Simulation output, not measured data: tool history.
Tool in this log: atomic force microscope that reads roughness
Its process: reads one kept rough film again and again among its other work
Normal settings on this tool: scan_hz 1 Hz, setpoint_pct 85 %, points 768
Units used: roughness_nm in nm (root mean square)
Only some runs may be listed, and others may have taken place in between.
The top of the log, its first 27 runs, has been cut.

| run | day | scan_hz | setpoint_pct | points | roughness_nm |
|---|---|---|---|---|---|
| 28 | 9.183 | 0.51 | 56 | 555 | 5.037 |
| 29 | 9.567 | 0.54 | 59 | 768 | 4.966 |
| 30 | 10.025 | 0.54 | 59 | 768 | 5.015 |
| 31 | 10.392 | 0.54 | 59 | 768 | 4.966 |
|  | 10.721 | new tip fitted |
| 32 | 10.775 | 0.98 | 69 | 371 | 4.859 |
| 33 | 11.112 | 0.6 | 85 | 768 | 4.781 |
| 34 | 11.317 | 3.35 | 85 | 446 | 3.892 |
| 35 | 11.633 | 3.35 | 66 | 551 | 4.544 |
| 36 | 12.108 | 3.35 | 66 | 551 | 4.531 |
| 37 | 12.492 | 3.35 | 78 | 274 | 4.126 |
| 38 | 12.812 | 3.35 | 78 | 627 | 4.185 |

Alternative continuations, all from the tool just after run 38; predict every row:
| A | 13.262 | 1 | 78 | 768 | ? |
| B | 13.262 | 1.9 | 78 | 627 | ? |
| C | 13.262 | 3.35 | 78 | 288 | ? |
| D | 13.262 | 1.67 | 82 | 451 | ? |

| run | roughness_nm |
|---|---|
| A | 4.774 |
| B | 4.491 |
| C | 4.125 |
| D | 4.483 |
The same runs, with their run-to-run variation unchanged, on a tool lacking any hidden condition would have given:
| run | roughness_nm |
|---|---|
| A | 4.777 |
| B | 4.494 |
| C | 4.127 |
| D | 4.485 |
